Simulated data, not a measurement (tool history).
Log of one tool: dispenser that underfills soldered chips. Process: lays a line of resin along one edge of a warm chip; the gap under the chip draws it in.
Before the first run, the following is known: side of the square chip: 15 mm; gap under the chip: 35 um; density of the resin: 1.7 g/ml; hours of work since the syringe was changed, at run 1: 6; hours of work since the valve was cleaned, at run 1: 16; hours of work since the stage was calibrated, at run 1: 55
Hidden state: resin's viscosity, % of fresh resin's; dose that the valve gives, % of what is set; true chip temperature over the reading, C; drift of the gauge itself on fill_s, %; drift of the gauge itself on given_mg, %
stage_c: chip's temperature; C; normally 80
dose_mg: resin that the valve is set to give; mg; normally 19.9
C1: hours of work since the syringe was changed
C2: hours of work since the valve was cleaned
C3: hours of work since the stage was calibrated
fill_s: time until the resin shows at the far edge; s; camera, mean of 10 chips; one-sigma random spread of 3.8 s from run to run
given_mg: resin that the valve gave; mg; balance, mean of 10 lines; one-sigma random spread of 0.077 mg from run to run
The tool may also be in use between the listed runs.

run 1 hour=0 | stage_c=80 dose_mg=19.9 | C1=6 C2=16 C3=55 | fill_s=600.3 given_mg=19.56
-- hour=5.1 new syringe of resin
run 2 hour=7.1 | stage_c=80 dose_mg=19.9 | C1=1 C2=21 C3=60 | fill_s=412.9 given_mg=19.65
run 3 hour=12.1 | stage_c=80 dose_mg=25.1 | C1=5 C2=25 C3=63 | fill_s=535.3 given_mg=24.61
run 4 hour=17.4 | stage_c=83 dose_mg=25.1 | C1=9 C2=29 C3=67 | fill_s=618.3 given_mg=24.78
-- hour=18.9 new syringe of resin
run 5 hour=22.9 | stage_c=83 dose_mg=25.1 | C1=3 C2=33 C3=71 | fill_s=410.5 given_mg=24.63
run 6 hour=26.8 | stage_c=80 dose_mg=22.5 | C1=6 C2=35 C3=74 | fill_s=601 given_mg=21.94
run 7 hour=29.6 | stage_c=80 dose_mg=22.5 | C1=8 C2=37 C3=76 | fill_s=693.6 given_mg=21.86
-- hour=32.9 new syringe of resin
run 8 hour=33.1 | stage_c=80 dose_mg=21.7 | C1=0 C2=40 C3=78 | fill_s=393.4 given_mg=21.12
run 9 hour=37.3 | stage_c=80 dose_mg=19.9 | C1=3 C2=43 C3=81 | fill_s=502.4 given_mg=19.31
run 10 hour=41.2 | stage_c=80 dose_mg=17.2 | C1=6 C2=46 C3=84 | fill_s=627.1 given_mg=16.73
-- hour=46.9 new syringe of resin
run 11 hour=48.4 | stage_c=80 dose_mg=17.2 | C1=1 C2=51 C3=89 | fill_s=433.3 given_mg=16.7
run 12 hour=52.1 | stage_c=93 dose_mg=19.9 | C1=4 C2=53 C3=92 | fill_s=285.2 given_mg=19.21
run 13 hour=55.2 | stage_c=86 dose_mg=19.9 | C1=6 C2=56 C3=94 | fill_s=450.2 given_mg=19.17
-- hour=60.7 new syringe of resin
run 14 hour=61.6 | stage_c=80 dose_mg=19.9 | C1=1 C2=60 C3=99 | fill_s=403.3 given_mg=19.08
run 15 hour=67.4 | stage_c=80 dose_mg=19.9 | C1=5 C2=64 C3=103 | fill_s=554.7 given_mg=19.1
run 16 hour=72.8 | stage_c=80 dose_mg=19.9 | C1=9 C2=68 C3=107 | fill_s=730.7 given_mg=19.06
-- hour=74.5 new syringe of resin
run 17 hour=79.9 | stage_c=80 dose_mg=19.9 | C1=4 C2=73 C3=112 | fill_s=517.1 given_mg=18.9
run 18 hour=83.4 | stage_c=80 dose_mg=19.9 | C1=6 C2=76 C3=114 | fill_s=624.7 given_mg=18.97
run 19 hour=86.9 | stage_c=80 dose_mg=19.9 | C1=9 C2=78 C3=117 | fill_s=771.6 given_mg=18.9
-- hour=88.3 new syringe of resin
run 20 hour=93.1 | stage_c=80 dose_mg=19.9 | C1=4 C2=83 C3=121 | fill_s=513.2 given_mg=18.65
run 21 hour=95.9 | stage_c=94 dose_mg=19 | C1=6 C2=85 C3=123 | fill_s=310.4 given_mg=17.94
run 22 hour=99.9 | stage_c=86 dose_mg=20.6 | C1=8 C2=88 C3=126 | fill_s=551.8 given_mg=19.4
-- hour=102.2 new syringe of resin
run 23 hour=106.3 | stage_c=93 dose_mg=25.7 | C1=3 C2=92 C3=131 | fill_s=247.4 given_mg=24.19
run 24 hour=110.6 | stage_c=92 dose_mg=23.6 | C1=6 C2=95 C3=134 | fill_s=335.1 given_mg=22.08
run 25 hour=113.4 | stage_c=92 dose_mg=23.6 | C1=8 C2=97 C3=136 | fill_s=396.3 given_mg=21.96
-- hour=116.3 new syringe of resin
run 26 hour=116.9 | stage_c=80 dose_mg=18.2 | C1=0 C2=100 C3=138 | fill_s=416 given_mg=16.96
run 27 hour=121 | stage_c=80 dose_mg=25.6 | C1=3 C2=103 C3=141 | fill_s=479.4 given_mg=23.82
run 28 hour=126.5 | stage_c=77 dose_mg=19.9 | C1=7 C2=107 C3=145 | fill_s=782 given_mg=18.55
-- hour=130.1 new syringe of resin
run 29 hour=133.4 | stage_c=77 dose_mg=19.9 | C1=2 C2=112 C3=150 | fill_s=558.3 given_mg=18.38
run 30 hour=137.2 | stage_c=74 dose_mg=18.7 | C1=5 C2=114 C3=153 | fill_s=800.5 given_mg=17.23
run 31 hour=140 | stage_c=74 dose_mg=18.7 | C1=7 C2=116 C3=155 | fill_s=938.4 given_mg=17.39
-- hour=144 new syringe of resin
-- hour=147.3 dispensing valve cleaned and set on the balance
run 32 hour=148 | stage_c=67 dose_mg=17.2 | C1=2 C2=1 C3=160 | fill_s=913.6 given_mg=17.22
run 33 hour=151.9 | stage_c=74 dose_mg=19.9 | C1=5 C2=3 C3=163 | fill_s=762.2 given_mg=19.84
run 34 hour=156.7 | stage_c=72 dose_mg=17.4 | C1=9 C2=7 C3=166 | fill_s=1150.5 given_mg=17.31
-- hour=159.1 new syringe of resin
run 35 hour=160 | stage_c=84 dose_mg=23.9 | C1=1 C2=9 C3=168 | fill_s=331.4 given_mg=23.76

Consider 5 possible next runs. They are alternatives, not a sequence: every one starts from the tool as it was left by run 35. What does each give?
run A hour=166 | stage_c=80 dose_mg=20.5 | C1=5 C2=13 C3=173 | fill_s=? given_mg=?
run B hour=166 | stage_c=84 dose_mg=20.8 | C1=5 C2=13 C3=173 | fill_s=? given_mg=?
run C hour=166 | stage_c=80 dose_mg=18.7 | C1=5 C2=13 C3=173 | fill_s=? given_mg=?
run D hour=166 | stage_c=77 dose_mg=19.9 | C1=5 C2=13 C3=173 | fill_s=? given_mg=?
run E hour=166 | stage_c=89 dose_mg=23.9 | C1=5 C2=13 C3=173 | fill_s=? given_mg=?

run=A fill_s=562.5 given_mg=20.47
run=B fill_s=460.5 given_mg=20.63
run=C fill_s=569.9 given_mg=18.57
run=D fill_s=645.5 given_mg=19.71
run=E fill_s=362.6 given_mg=23.56
With no hidden state in the tool, these same runs would have given:
run=A fill_s=375.4 given_mg=20.61
run=B fill_s=307.5 given_mg=20.77
run=C fill_s=380.2 given_mg=18.69
run=D fill_s=430.5 given_mg=19.84
run=E fill_s=242.6 given_mg=23.72
